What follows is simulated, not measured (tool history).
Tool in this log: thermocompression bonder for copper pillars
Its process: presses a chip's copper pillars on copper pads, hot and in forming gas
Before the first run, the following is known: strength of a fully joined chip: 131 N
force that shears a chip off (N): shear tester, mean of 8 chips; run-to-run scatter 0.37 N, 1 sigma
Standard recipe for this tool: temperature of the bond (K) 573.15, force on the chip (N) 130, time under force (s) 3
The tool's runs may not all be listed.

run   hour  temperature of the bond (K)  force on the chip (N)  time under force (s)  force that shears a chip off (N)
  1    0.0                       573.15                    130                     3                              57.1
  2    5.1                       574.15                    130                     3                              57.5
  3   13.4                       573.15                    130                     3                              57.1
  4   21.8                       573.15                    130                     3                              56.4
  5   27.5                       573.15                    130                     3                              57.0
  6   37.0                       573.15                    130                     3                              56.6
  7   46.2                       573.15                    130                     3                              55.9
  8   54.0                       573.15                    130                     3                              56.5
  9   61.8                       573.15                    130                     3                              56.1
 10   71.5                       600.15                    130                     3                              75.8
 11   77.2                       573.15                    130                     3                              56.5
 12   82.0                       544.15                    130                     3                              36.3
 13   87.9                       544.15                    130                     3                              36.2
 14   92.4                       544.15                    130                     3                              36.6
 15  100.3                       563.15                    142                     5                              60.4
 16  107.8                       563.15                    142                     5                              60.4
 17  117.0                       563.15                    142                     5                              61.2
 18  124.2                       563.15                    142                     5                              61.0
     126.8  -- heater calibrated with a thermocouple chip
 19  133.7                       602.15                     94                     3                              68.8
 20  142.6                       561.15                     84                     6                              50.0
 21  149.7                       548.15                     88                     6                              42.4
 22  158.7                       566.15                     94                     3                              43.0
 23  166.1                       566.15                     94                     3                              43.6
 24  171.2                       591.15                    155                     2                              64.6
     180.4  -- heater calibrated with a thermocouple chip, once more
 25  180.4                       591.15                    155                     2                              61.0
 26  184.5                       557.15                    130                     3                              41.0
 27  190.8                       573.15                    162                     3                              56.9
 28  197.3                       582.15                     94                     3                              49.9

Here are 4 independent what-if runs from the current tool condition. What would each one return?
  A  207.1                       582.15                    191                     2                                 ?
  B  207.1                       543.15                    159                     2                                 ?
  C  207.1                       579.15                    137                     2                                 ?
  D  207.1                       573.15                    183                     4                                 ?

run  force that shears a chip off (N)
  A                              59.5
  B                              30.6
  C                              48.2
  D                              66.7
Without the tool's unlogged condition, the same runs would have read:
run  force that shears a chip off (N)
  A                              63.3
  B                              32.4
  C                              51.3
  D                              71.0
